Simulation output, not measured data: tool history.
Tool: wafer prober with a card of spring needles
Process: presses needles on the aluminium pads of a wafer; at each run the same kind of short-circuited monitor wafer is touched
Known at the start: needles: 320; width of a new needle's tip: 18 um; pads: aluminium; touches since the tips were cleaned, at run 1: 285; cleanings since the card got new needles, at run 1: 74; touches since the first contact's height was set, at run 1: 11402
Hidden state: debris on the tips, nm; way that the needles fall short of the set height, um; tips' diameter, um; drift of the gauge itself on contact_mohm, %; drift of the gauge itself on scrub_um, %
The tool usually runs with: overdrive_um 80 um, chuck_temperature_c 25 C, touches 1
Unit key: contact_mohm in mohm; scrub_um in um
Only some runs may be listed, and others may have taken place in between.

run     day  overdrive_um  chuck_temperature_c  touches  touches since the tips were cleaned  cleanings since the card got new needles  touches since the first contact's height was set  contact_mohm  scrub_um
  1       0            80                   25        1                                  285                                        74                                             11402           174     13.39
      0.446  -- tips cleaned on abrasive film
  2   0.467            80                   50        1                                  212                                        75                                             16921           178     13.38
      0.879  -- tips cleaned on abrasive film
        1.3  -- tips cleaned on abrasive film
  3   1.408            96                   50        1                                 1314                                        77                                             28134           178     16.07
      1.758  -- tips cleaned on abrasive film
  4   2.079            96                   50        1                                 3804                                        78                                             36102           172     16.01
      2.225  -- tips cleaned on abrasive film
  5   2.538            96                   50        1                                 3740                                        79                                             41583           174     16.02
      2.667  -- tips cleaned on abrasive film
      3.133  -- tips cleaned on abrasive film
  6   3.308            96                   50        1                                 2086                                        81                                             50716           174     15.95
      3.588  -- tips cleaned on abrasive film
  7   3.833            96                   50        1                                 2966                                        82                                             56944           178     16.02
      4.029  -- tips cleaned on abrasive film
  8   4.354            96                   50        1                                 3894                                        83                                             63126           175     15.94
      4.508  -- tips cleaned on abrasive film
      4.929  -- tips cleaned on abrasive film
  9   5.242            96                   50        1                                 3788                                        85                                             73700           180     15.96
      5.358  -- tips cleaned on abrasive film
 10   5.762            96                   50        1                                 4849                                        86                                             79884           175     15.99
      5.854  -- tips cleaned on abrasive film
        6.3  -- tips cleaned on abrasive film
      6.758  -- tips cleaned on abrasive film
 11   6.771            96                   50        1                                  161                                        89                                             91817           175     15.96
      7.175  -- tips cleaned on abrasive film
      7.638  -- tips cleaned on abrasive film
 12   7.646            80                   25        1                                  110                                        91                                            102205           174     13.29
      8.075  -- tips cleaned on abrasive film
 13   8.138            80                   25        1                                  739                                        92                                            108039           174     13.29
      8.533  -- tips cleaned on abrasive film
 14   8.862            80                   25        1                                 3951                                        93                                            116698           174     13.29
      8.992  -- tips cleaned on abrasive film
 15   9.375            80                   25        1                                 4627                                        94                                            122781           174     13.36
      9.471  -- tips cleaned on abrasive film
      9.921  -- tips cleaned on abrasive film
     10.342  -- tips cleaned on abrasive film
 16  10.342            62                   51        1                                    0                                        97                                            134227           179     10.32
     10.792  -- tips cleaned on abrasive film
     11.225  -- tips cleaned on abrasive film
 17  11.283            62                   51        1                                  677                                        99                                            145378           181     10.26
     11.658  -- tips cleaned on abrasive film
 18  11.825            72                   99        1                                 2030                                       100                                            151842           188     11.93
     12.104  -- tips cleaned on abrasive film
     12.525  -- tips cleaned on abrasive film
 19  12.525            99                   25        2                                    0                                       102                                            160148           169     16.42
         13  -- tips cleaned on abrasive film
 20  13.204            99                   25        2                                 2441                                       103                                            168213           173     16.44
     13.479  -- tips cleaned on abrasive film
 21  13.804            99                   25        2                                 3878                                       104                                            175341           169     16.39
     13.933  -- tips cleaned on abrasive film
       14.4  -- tips cleaned on abrasive film
 22  14.646            99                   25        2                                 2912                                       106                                            185334           171      16.3
     14.838  -- tips cleaned on abrasive film
     15.212  -- height of the first contact set anew
     15.304  -- tips cleaned on abrasive film
 23  15.375            80                   95        1                                  807                                       108                                              1887           187     13.23
     15.796  -- tips cleaned on abrasive film
 24  16.033            80                   95        1                                 2861                                       109                                              9749           188     13.26
     16.246  -- tips cleaned on abrasive film
     16.679  -- tips cleaned on abrasive film
 25  16.854            88                   25        1                                 2111                                       111                                             19488           173     14.52
     17.112  -- tips cleaned on abrasive film
 26  17.496            90                  112        1                                 4591                                       112                                             27135           191     14.86
     17.579  -- tips cleaned on abrasive film
     18.038  -- tips cleaned on abrasive film
 27  18.129            67                   77        2                                 1100                                       114                                             34628           185     11.08
     18.488  -- tips cleaned on abrasive film
 28  18.696            67                   77        2                                 2489                                       115                                             41364           184     10.99
     18.933  -- tips cleaned on abrasive film
 29  19.129            80                   52        1                                 2331                                       116                                             46481           181     13.19
     19.412  -- tips cleaned on abrasive film
     19.875  -- tips cleaned on abrasive film
 30  20.079            83                  101        2                                 2444                                       118                                             57767           186     13.69

Some steps in scrub_um between neighbouring runs. How much of each would the tool show without its hidden state too (settings, what came in, random variation), and how much is left for the hidden state, with any gauge scatter that isn't in both results?
Run 18 -> 19: overdrive_um 72 -> 99, chuck_temperature_c 99 -> 25, touches 1 -> 2, tips cleaned on abrasive film, tips cleaned on abrasive film. scrub_um +4.49 um: hidden state -0.04, all else +4.53.
Run 22 -> 23: overdrive_um 99 -> 80, chuck_temperature_c 25 -> 95, touches 2 -> 1, tips cleaned on abrasive film, height of the first contact set anew, tips cleaned on abrasive film. scrub_um -3.07 um: hidden state +0.03, all else -3.1.
Run 26 -> 27: overdrive_um 90 -> 67, chuck_temperature_c 112 -> 77, touches 1 -> 2, tips cleaned on abrasive film, tips cleaned on abrasive film. scrub_um -3.78 um: hidden state +0.04, all else -3.82.
Run 28 -> 29: overdrive_um 67 -> 80, chuck_temperature_c 77 -> 52, touches 2 -> 1, tips cleaned on abrasive film. scrub_um +2.2 um: hidden state -0.04, all else +2.24.
